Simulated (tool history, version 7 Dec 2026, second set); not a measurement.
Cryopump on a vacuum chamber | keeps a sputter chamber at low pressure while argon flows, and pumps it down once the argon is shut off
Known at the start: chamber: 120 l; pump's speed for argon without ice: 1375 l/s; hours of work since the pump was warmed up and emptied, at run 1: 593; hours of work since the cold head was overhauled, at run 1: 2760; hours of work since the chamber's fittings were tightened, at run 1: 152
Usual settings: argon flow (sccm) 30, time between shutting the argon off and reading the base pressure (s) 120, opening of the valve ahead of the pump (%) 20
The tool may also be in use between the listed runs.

| run | hour | argon flow (sccm) | time between shutting the argon off and reading the base pressure (s) | opening of the valve ahead of the pump (%) | hours of work since the pump was warmed up and emptied | hours of work since the cold head was overhauled | hours of work since the chamber's fittings were tightened | pressure while argon flows (Pa) | pressure after the wait (uPa) |
|---|---|---|---|---|---|---|---|---|---|
| 1 | 0.0 | 30 | 120 | 20 | 593 | 2760 | 152 | 0.1927 | 1.40 |
| 2 | 62.5 | 30 | 120 | 20 | 640 | 2806 | 199 | 0.1925 | 1.49 |
|  | 137.2 | pump warmed up, emptied and cooled again |
| 3 | 163.5 | 30 | 120 | 20 | 20 | 2878 | 271 | 0.1854 | 1.50 |
| 4 | 249.7 | 30 | 120 | 20 | 84 | 2942 | 335 | 0.1874 | 1.74 |
| 5 | 322.8 | 30 | 120 | 20 | 139 | 2997 | 390 | 0.1877 | 1.83 |
| 6 | 425.0 | 30 | 120 | 20 | 215 | 3073 | 466 | 0.1886 | 2.01 |
| 7 | 476.3 | 30 | 120 | 20 | 253 | 3112 | 505 | 0.1891 | 2.12 |
| 8 | 530.8 | 30 | 120 | 20 | 294 | 3152 | 545 | 0.1891 | 2.30 |
| 9 | 599.0 | 30 | 120 | 20 | 345 | 3203 | 596 | 0.1908 | 2.35 |
| 10 | 687.7 | 30 | 120 | 23 | 411 | 3270 | 662 | 0.1658 | 2.68 |
| 11 | 742.4 | 30 | 120 | 23 | 452 | 3311 | 703 | 0.1666 | 2.79 |
| 12 | 825.6 | 57 | 120 | 23 | 514 | 3373 | 765 | 0.3189 | 2.92 |
| 13 | 908.8 | 17 | 144 | 25 | 577 | 3435 | 828 | 0.0886 | 3.04 |
| 14 | 990.9 | 16 | 34 | 20 | 638 | 3496 | 889 | 0.1036 | 5.17 |
|  | 1072.8 | pump warmed up, emptied and cooled again |
| 15 | 1095.4 | 19 | 206 | 55 | 17 | 3571 | 963 | 0.0442 | 2.78 |

3 ways to go on from here, each from the tool as it stands after run 15. What would each give?
| A | 1151.7 | 30 | 284 | 55 | 59 | 3613 | 1005 | ? | ? |
| B | 1151.7 | 19 | 206 | 34 | 59 | 3613 | 1005 | ? | ? |
| C | 1151.7 | 15 | 54 | 55 | 59 | 3613 | 1005 | ? | ? |

| run | pressure while argon flows (Pa) | pressure after the wait (uPa) |
|---|---|---|
| A | 0.0687 | 2.88 |
| B | 0.0702 | 2.98 |
| C | 0.0348 | 4.03 |
Without the tool's hidden state the same runs would have given:
| run | pressure while argon flows (Pa) | pressure after the wait (uPa) |
|---|---|---|
| A | 0.0664 | 0.51 |
| B | 0.0688 | 0.63 |
| C | 0.0336 | 1.71 |
